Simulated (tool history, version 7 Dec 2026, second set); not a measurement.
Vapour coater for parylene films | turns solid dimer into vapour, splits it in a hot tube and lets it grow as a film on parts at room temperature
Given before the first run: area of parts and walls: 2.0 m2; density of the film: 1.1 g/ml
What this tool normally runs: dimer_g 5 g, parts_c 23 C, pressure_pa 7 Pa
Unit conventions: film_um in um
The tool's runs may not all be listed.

run 1 hour=0 | dimer_g=5 parts_c=23 pressure_pa=7 | film_um=1.227
run 2 hour=30.2 | dimer_g=5 parts_c=23 pressure_pa=5.94 | film_um=1.261
run 3 hour=60.4 | dimer_g=5 parts_c=23 pressure_pa=5.94 | film_um=1.255
run 4 hour=77.8 | dimer_g=2 parts_c=23 pressure_pa=5.94 | film_um=0.504
run 5 hour=110.8 | dimer_g=2 parts_c=23 pressure_pa=5.94 | film_um=0.504
run 6 hour=147.7 | dimer_g=2 parts_c=23 pressure_pa=5.94 | film_um=0.49
run 7 hour=175.5 | dimer_g=5 parts_c=23 pressure_pa=7 | film_um=1.204
run 8 hour=212.6 | dimer_g=5 parts_c=23 pressure_pa=7 | film_um=1.171
run 9 hour=243.9 | dimer_g=5 parts_c=23 pressure_pa=7 | film_um=1.169
run 10 hour=272.9 | dimer_g=5 parts_c=23 pressure_pa=7 | film_um=1.166
run 11 hour=307.7 | dimer_g=5 parts_c=23 pressure_pa=7 | film_um=1.164
run 12 hour=333.5 | dimer_g=5 parts_c=23 pressure_pa=7 | film_um=1.17
run 13 hour=355 | dimer_g=5 parts_c=23 pressure_pa=7 | film_um=1.14
run 14 hour=371.2 | dimer_g=5 parts_c=23 pressure_pa=7 | film_um=1.152
run 15 hour=406.5 | dimer_g=5 parts_c=23 pressure_pa=7 | film_um=1.149
run 16 hour=428.8 | dimer_g=5 parts_c=23 pressure_pa=7 | film_um=1.135
run 17 hour=447.4 | dimer_g=5 parts_c=23 pressure_pa=6 | film_um=1.189
run 18 hour=478.8 | dimer_g=5 parts_c=23 pressure_pa=6 | film_um=1.177
run 19 hour=504.4 | dimer_g=5 parts_c=23 pressure_pa=6 | film_um=1.165
-- hour=507.2 table's thermometer calibrated
run 20 hour=524.7 | dimer_g=5 parts_c=23 pressure_pa=6 | film_um=1.155
run 21 hour=540.4 | dimer_g=5 parts_c=23 pressure_pa=7 | film_um=1.118
run 22 hour=575.7 | dimer_g=5 parts_c=23 pressure_pa=7 | film_um=1.108
run 23 hour=609.6 | dimer_g=3 parts_c=23 pressure_pa=7 | film_um=0.672
-- hour=616.5 table's thermometer calibrated, once more
run 24 hour=641.8 | dimer_g=3 parts_c=23 pressure_pa=7 | film_um=0.679
run 25 hour=672.3 | dimer_g=2 parts_c=24 pressure_pa=7 | film_um=0.443
run 26 hour=694.4 | dimer_g=2 parts_c=24 pressure_pa=7 | film_um=0.434
run 27 hour=712.6 | dimer_g=2 parts_c=24 pressure_pa=7 | film_um=0.421
run 28 hour=748.6 | dimer_g=3 parts_c=23 pressure_pa=7.89 | film_um=0.627
run 29 hour=777.1 | dimer_g=3 parts_c=23 pressure_pa=7.89 | film_um=0.629
run 30 hour=797.7 | dimer_g=7 parts_c=32 pressure_pa=7 | film_um=1.328
run 31 hour=829 | dimer_g=4 parts_c=32 pressure_pa=7 | film_um=0.758
run 32 hour=850.4 | dimer_g=4 parts_c=17 pressure_pa=2.19 | film_um=1.22
-- hour=861.3 trap's valve overhauled
run 33 hour=889.4 | dimer_g=4 parts_c=17 pressure_pa=2.19 | film_um=1.386
run 34 hour=916.8 | dimer_g=4 parts_c=17 pressure_pa=2.19 | film_um=1.385
run 35 hour=945.9 | dimer_g=3 parts_c=23 pressure_pa=2.94 | film_um=0.873
run 36 hour=971.9 | dimer_g=3 parts_c=22 pressure_pa=2.94 | film_um=0.9
run 37 hour=998.4 | dimer_g=3 parts_c=16 pressure_pa=2.94 | film_um=0.98
run 38 hour=1016.2 | dimer_g=3 parts_c=16 pressure_pa=2.94 | film_um=0.976
run 39 hour=1043.8 | dimer_g=5 parts_c=23 pressure_pa=2.35 | film_um=1.54
run 40 hour=1063.5 | dimer_g=3 parts_c=17 pressure_pa=4.38 | film_um=0.871
run 41 hour=1090.8 | dimer_g=3 parts_c=17 pressure_pa=4.38 | film_um=0.877
run 42 hour=1126.4 | dimer_g=5 parts_c=17 pressure_pa=6.52 | film_um=1.32
run 43 hour=1153.7 | dimer_g=3 parts_c=23 pressure_pa=2.64 | film_um=0.864
run 44 hour=1176 | dimer_g=3 parts_c=23 pressure_pa=2.64 | film_um=0.869
run 45 hour=1209.5 | dimer_g=4 parts_c=20 pressure_pa=2.19 | film_um=1.266
run 46 hour=1231.8 | dimer_g=3 parts_c=18 pressure_pa=7 | film_um=0.739
run 47 hour=1249.1 | dimer_g=7 parts_c=16 pressure_pa=9.6 | film_um=1.678

Below are 3 alternative next runs, each starting from the tool's condition after run 47. Predict each:
run A hour=1284 | dimer_g=8 parts_c=30 pressure_pa=8.3 | film_um=?
run B hour=1284 | dimer_g=7 parts_c=17 pressure_pa=7 | film_um=?
run C hour=1284 | dimer_g=3 parts_c=28 pressure_pa=10.67 | film_um=?

run=A film_um=1.591
run=B film_um=1.766
run=C film_um=0.591
With no hidden state in the tool, these same runs would have given:
run=A film_um=1.723
run=B film_um=1.912
run=C film_um=0.64

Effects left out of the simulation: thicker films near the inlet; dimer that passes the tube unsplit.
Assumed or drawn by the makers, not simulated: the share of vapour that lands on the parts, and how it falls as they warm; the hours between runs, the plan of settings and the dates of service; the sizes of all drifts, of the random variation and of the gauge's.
